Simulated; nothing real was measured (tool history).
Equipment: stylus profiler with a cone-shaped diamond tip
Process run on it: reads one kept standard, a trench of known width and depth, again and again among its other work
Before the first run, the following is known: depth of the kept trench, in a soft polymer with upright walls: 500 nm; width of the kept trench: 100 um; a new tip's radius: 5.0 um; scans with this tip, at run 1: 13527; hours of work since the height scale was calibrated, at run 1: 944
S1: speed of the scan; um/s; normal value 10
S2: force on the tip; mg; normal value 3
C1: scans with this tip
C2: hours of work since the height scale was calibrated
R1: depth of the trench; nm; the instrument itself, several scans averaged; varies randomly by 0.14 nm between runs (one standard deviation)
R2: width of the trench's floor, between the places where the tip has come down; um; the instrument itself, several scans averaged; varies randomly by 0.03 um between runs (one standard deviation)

{"run": 1, "hour": 0.0, "S1": 10, "S2": 3, "C1": 13527, "C2": 944, "R1": 510.65, "R2": 93.64}
{"run": 2, "hour": 17.1, "S1": 10, "S2": 3, "C1": 13647, "C2": 952, "R1": 510.35, "R2": 93.61}
{"run": 3, "hour": 39.8, "S1": 4, "S2": 3, "C1": 13806, "C2": 963, "R1": 510.64, "R2": 93.63}
{"run": 4, "hour": 49.7, "S1": 10, "S2": 3, "C1": 13876, "C2": 968, "R1": 510.81, "R2": 93.6}
{"run": 5, "hour": 70.9, "S1": 10, "S2": 3, "C1": 14024, "C2": 979, "R1": 511.01, "R2": 93.61}
{"run": 6, "hour": 86.1, "S1": 10, "S2": 3, "C1": 14131, "C2": 986, "R1": 510.44, "R2": 93.56}
{"run": 7, "hour": 107.7, "S1": 10, "S2": 3, "C1": 14282, "C2": 997, "R1": 510.65, "R2": 93.55}
{"run": 8, "hour": 119.2, "S1": 10, "S2": 2.47, "C1": 14363, "C2": 1002, "R1": 509.47, "R2": 93.5}
{"run": 9, "hour": 132.0, "S1": 4, "S2": 3, "C1": 14453, "C2": 1009, "R1": 510.82, "R2": 93.48}
{"run": 10, "hour": 146.1, "S1": 4, "S2": 3, "C1": 14552, "C2": 1015, "R1": 510.87, "R2": 93.58}
{"run": 11, "hour": 163.5, "S1": 25, "S2": 3, "C1": 14674, "C2": 1024, "R1": 510.84, "R2": 93.41}
{"run": 12, "hour": 177.7, "S1": 8, "S2": 3, "C1": 14774, "C2": 1031, "R1": 510.53, "R2": 93.45}
{"run": 13, "hour": 190.3, "S1": 8, "S2": 3, "C1": 14862, "C2": 1037, "R1": 510.75, "R2": 93.47}
{"run": 14, "hour": 201.7, "S1": 24, "S2": 3, "C1": 14942, "C2": 1043, "R1": 510.81, "R2": 93.46}
{"hour": 203.7, "done": "height scale calibrated on a step standard"}
{"run": 15, "hour": 224.7, "S1": 24, "S2": 3, "C1": 15100, "C2": 10, "R1": 511.53, "R2": 93.42}
{"run": 16, "hour": 236.3, "S1": 24, "S2": 3, "C1": 15182, "C2": 16, "R1": 511.59, "R2": 93.39}
{"run": 17, "hour": 254.8, "S1": 3, "S2": 3, "C1": 15311, "C2": 25, "R1": 511.66, "R2": 93.43}
{"run": 18, "hour": 279.0, "S1": 3, "S2": 3, "C1": 15481, "C2": 37, "R1": 511.49, "R2": 93.39}
{"run": 19, "hour": 301.3, "S1": 3, "S2": 3, "C1": 15638, "C2": 48, "R1": 511.56, "R2": 93.37}
{"run": 20, "hour": 321.4, "S1": 3, "S2": 3, "C1": 15779, "C2": 58, "R1": 511.7, "R2": 93.37}
{"run": 21, "hour": 332.0, "S1": 3, "S2": 1.25, "C1": 15853, "C2": 63, "R1": 507.29, "R2": 93.39}
{"hour": 338.2, "done": "height scale calibrated on a step standard, once more"}
{"run": 22, "hour": 347.6, "S1": 3, "S2": 1.25, "C1": 15959, "C2": 5, "R1": 505.23, "R2": 93.3}
{"run": 23, "hour": 368.4, "S1": 3, "S2": 1.25, "C1": 16105, "C2": 15, "R1": 505.13, "R2": 93.32}
{"run": 24, "hour": 380.1, "S1": 3, "S2": 1.25, "C1": 16187, "C2": 20, "R1": 505.01, "R2": 93.29}
{"run": 25, "hour": 402.4, "S1": 7, "S2": 1.28, "C1": 16344, "C2": 31, "R1": 505.55, "R2": 93.29}
{"run": 26, "hour": 414.2, "S1": 21, "S2": 1.29, "C1": 16426, "C2": 37, "R1": 505.21, "R2": 93.21}
{"run": 27, "hour": 433.1, "S1": 10, "S2": 4.74, "C1": 16559, "C2": 46, "R1": 512.58, "R2": 93.31}
{"run": 28, "hour": 445.8, "S1": 8, "S2": 3, "C1": 16648, "C2": 53, "R1": 509.38, "R2": 93.27}
{"run": 29, "hour": 465.8, "S1": 32, "S2": 1.39, "C1": 16789, "C2": 62, "R1": 505.6, "R2": 93.16}
{"run": 30, "hour": 485.0, "S1": 18, "S2": 1.77, "C1": 16923, "C2": 72, "R1": 506.69, "R2": 93.21}
{"run": 31, "hour": 504.8, "S1": 18, "S2": 1.77, "C1": 17063, "C2": 82, "R1": 506.87, "R2": 93.16}
{"run": 32, "hour": 515.8, "S1": 9, "S2": 2.94, "C1": 17139, "C2": 87, "R1": 509.46, "R2": 93.2}
{"run": 33, "hour": 537.6, "S1": 3, "S2": 7.8, "C1": 17292, "C2": 98, "R1": 517.8, "R2": 93.18}
{"run": 34, "hour": 560.1, "S1": 32, "S2": 7.69, "C1": 17450, "C2": 109, "R1": 517.84, "R2": 93.15}
{"run": 35, "hour": 572.9, "S1": 32, "S2": 7.69, "C1": 17540, "C2": 115, "R1": 517.69, "R2": 93.13}
{"run": 36, "hour": 594.9, "S1": 6, "S2": 7.2, "C1": 17694, "C2": 126, "R1": 516.68, "R2": 93.11}
{"run": 37, "hour": 609.5, "S1": 37, "S2": 2.2, "C1": 17797, "C2": 133, "R1": 507.94, "R2": 93.04}
{"run": 38, "hour": 624.4, "S1": 27, "S2": 1.47, "C1": 17902, "C2": 140, "R1": 506.17, "R2": 93.05}
{"run": 39, "hour": 635.5, "S1": 27, "S2": 1.47, "C1": 17979, "C2": 146, "R1": 505.9, "R2": 93.09}
{"run": 40, "hour": 655.4, "S1": 27, "S2": 1.47, "C1": 18119, "C2": 155, "R1": 506.07, "R2": 93.02}
{"run": 41, "hour": 672.5, "S1": 10, "S2": 2.52, "C1": 18239, "C2": 164, "R1": 508.6, "R2": 93.08}
{"run": 42, "hour": 685.5, "S1": 10, "S2": 2.52, "C1": 18330, "C2": 170, "R1": 508.74, "R2": 93.03}
{"run": 43, "hour": 699.1, "S1": 5, "S2": 6.8, "C1": 18426, "C2": 177, "R1": 516.5, "R2": 93.06}
{"run": 44, "hour": 717.6, "S1": 9, "S2": 6.26, "C1": 18556, "C2": 186, "R1": 515.5, "R2": 93.03}
{"run": 45, "hour": 728.5, "S1": 4, "S2": 8.85, "C1": 18632, "C2": 191, "R1": 519.4, "R2": 93.04}
{"run": 46, "hour": 745.5, "S1": 29, "S2": 8.07, "C1": 18752, "C2": 199, "R1": 518.08, "R2": 93}
{"run": 47, "hour": 761.3, "S1": 3, "S2": 2.91, "C1": 18862, "C2": 207, "R1": 509.29, "R2": 93}

How would selected steps in R1 from run to run divide? Give the signed amount a tool lacking its hidden state would still show from settings, what came in and random variation, and the signed amount left for the hidden state, including any gauge scatter that is not in both of the compared results.
Hidden state present: radius of the tip, um; height scale over the true one, %; drift of the gauge itself on depth_nm, %; drift of the gauge itself on floor_um, %.
Run 2 -> 3: S1 10 -> 4. R1 +0.29 nm: hidden state +0.02, all else +0.27.
Run 14 -> 15: height scale calibrated on a step standard. R1 +0.72 nm: hidden state +0.82, all else -0.1.
Run 21 -> 22: height scale calibrated on a step standard, once more. R1 -2.06 nm: hidden state -2.32, all else +0.26.
Run 32 -> 33: S1 9 -> 3, S2 2.94 -> 7.8. R1 +8.34 nm: hidden state +0.02, all else +8.32.
Run 36 -> 37: S1 6 -> 37, S2 7.2 -> 2.2. R1 -8.74 nm: hidden state +0, all else -8.74.
Run 46 -> 47: S1 29 -> 3, S2 8.07 -> 2.91. R1 -8.79 nm: hidden state +0, all else -8.79.

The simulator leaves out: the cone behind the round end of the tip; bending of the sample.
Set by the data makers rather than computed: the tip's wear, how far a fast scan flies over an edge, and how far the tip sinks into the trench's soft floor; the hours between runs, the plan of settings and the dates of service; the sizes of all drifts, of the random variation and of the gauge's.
